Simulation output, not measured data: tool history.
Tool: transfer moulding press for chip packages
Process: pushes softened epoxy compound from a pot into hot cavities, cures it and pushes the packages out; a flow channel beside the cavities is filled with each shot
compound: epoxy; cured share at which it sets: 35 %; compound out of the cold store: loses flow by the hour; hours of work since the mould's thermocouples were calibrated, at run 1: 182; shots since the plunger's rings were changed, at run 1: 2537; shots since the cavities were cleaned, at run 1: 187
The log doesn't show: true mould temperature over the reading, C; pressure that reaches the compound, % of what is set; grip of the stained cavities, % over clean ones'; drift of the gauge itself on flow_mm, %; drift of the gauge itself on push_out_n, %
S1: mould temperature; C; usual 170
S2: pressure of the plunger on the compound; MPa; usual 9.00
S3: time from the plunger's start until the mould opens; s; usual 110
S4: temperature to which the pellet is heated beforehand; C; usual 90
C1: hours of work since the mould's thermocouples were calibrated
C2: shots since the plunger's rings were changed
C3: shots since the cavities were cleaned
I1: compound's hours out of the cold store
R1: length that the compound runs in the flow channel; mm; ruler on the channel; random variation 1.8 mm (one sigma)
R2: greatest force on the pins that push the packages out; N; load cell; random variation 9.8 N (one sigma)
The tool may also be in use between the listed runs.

run 1 hour=0.0 | S1=170 S2=9.00 S3=110 S4=90 | C1=182 C2=2537 C3=187 | I1=46.7 | R1=446 R2=520
run 2 hour=26.2 | S1=170 S2=9.00 S3=110 S4=82 | C1=195 C2=2772 C3=422 | I1=31.3 | R1=490 R2=642
-- hour=40.2 cavities cleaned with cleaning compound and waxed
run 3 hour=50.5 | S1=170 S2=9.00 S3=110 S4=82 | C1=207 C2=2976 C3=92 | I1=14.5 | R1=544 R2=506
run 4 hour=63.0 | S1=170 S2=9.00 S3=110 S4=82 | C1=213 C2=3088 C3=204 | I1=30.6 | R1=494 R2=547
run 5 hour=76.2 | S1=170 S2=9.00 S3=92 S4=82 | C1=220 C2=3205 C3=321 | I1=15.3 | R1=541 R2=792
-- hour=100.5 cavities cleaned with cleaning compound and waxed
run 6 hour=101.9 | S1=170 S2=9.00 S3=92 S4=98 | C1=232 C2=3422 C3=12 | I1=39.0 | R1=463 R2=565
run 7 hour=117.2 | S1=170 S2=9.00 S3=105 S4=90 | C1=240 C2=3559 C3=149 | I1=10.6 | R1=551 R2=573
run 8 hour=134.6 | S1=170 S2=9.00 S3=110 S4=86 | C1=248 C2=3715 C3=305 | I1=25.4 | R1=502 R2=600
run 9 hour=149.5 | S1=170 S2=9.00 S3=110 S4=86 | C1=256 C2=3848 C3=438 | I1=39.8 | R1=458 R2=606
-- hour=162.3 cavities cleaned with cleaning compound and waxed
run 10 hour=174.6 | S1=164 S2=9.00 S3=110 S4=90 | C1=268 C2=4059 C3=110 | I1=42.2 | R1=462 R2=668
run 11 hour=188.7 | S1=164 S2=9.00 S3=91 S4=90 | C1=275 C2=4186 C3=237 | I1=19.4 | R1=535 R2=1154
run 12 hour=200.8 | S1=165 S2=9.00 S3=91 S4=85 | C1=281 C2=4294 C3=345 | I1=39.9 | R1=467 R2=1099
run 13 hour=215.6 | S1=168 S2=8.63 S3=110 S4=90 | C1=288 C2=4426 C3=477 | I1=27.4 | R1=483 R2=672
-- hour=223.0 cavities cleaned with cleaning compound and waxed
run 14 hour=236.0 | S1=170 S2=9.00 S3=141 S4=90 | C1=298 C2=4595 C3=116 | I1=13.4 | R1=536 R2=447
run 15 hour=247.3 | S1=170 S2=9.00 S3=141 S4=90 | C1=304 C2=4696 C3=217 | I1=37.4 | R1=458 R2=467
run 16 hour=270.5 | S1=168 S2=10.20 S3=96 S4=98 | C1=315 C2=4903 C3=424 | I1=10.5 | R1=585 R2=843
-- hour=284.3 cavities cleaned with cleaning compound and waxed
run 17 hour=284.3 | S1=168 S2=10.20 S3=96 S4=98 | C1=321 C2=5014 C3=0 | I1=26.7 | R1=523 R2=589
run 18 hour=304.5 | S1=168 S2=10.20 S3=96 S4=98 | C1=332 C2=5195 C3=181 | I1=36.2 | R1=493 R2=693

5 ways to go on from here, each from the tool as it stands after run 18. What would each give?
run A hour=316.4 | S1=176 S2=7.61 S3=132 S4=90 | C1=337 C2=5301 C3=287 | I1=15.2 | R1=? R2=?
run B hour=316.4 | S1=170 S2=9.88 S3=108 S4=90 | C1=337 C2=5301 C3=287 | I1=36.7 | R1=? R2=?
run C hour=316.4 | S1=170 S2=6.94 S3=110 S4=90 | C1=337 C2=5301 C3=287 | I1=20.1 | R1=? R2=?
run D hour=316.4 | S1=175 S2=10.20 S3=96 S4=98 | C1=337 C2=5301 C3=287 | I1=14.1 | R1=? R2=?
run E hour=316.4 | S1=172 S2=9.93 S3=110 S4=90 | C1=337 C2=5301 C3=287 | I1=45.9 | R1=? R2=?

run=A R1=463 R2=508
run=B R1=477 R2=560
run=C R1=444 R2=586
run=D R1=545 R2=566
run=E R1=449 R2=545
Without the tool's hidden state the same runs would have given:
run=A R1=505 R2=388
run=B R1=521 R2=427
run=C R1=485 R2=447
run=D R1=594 R2=433
run=E R1=489 R2=418

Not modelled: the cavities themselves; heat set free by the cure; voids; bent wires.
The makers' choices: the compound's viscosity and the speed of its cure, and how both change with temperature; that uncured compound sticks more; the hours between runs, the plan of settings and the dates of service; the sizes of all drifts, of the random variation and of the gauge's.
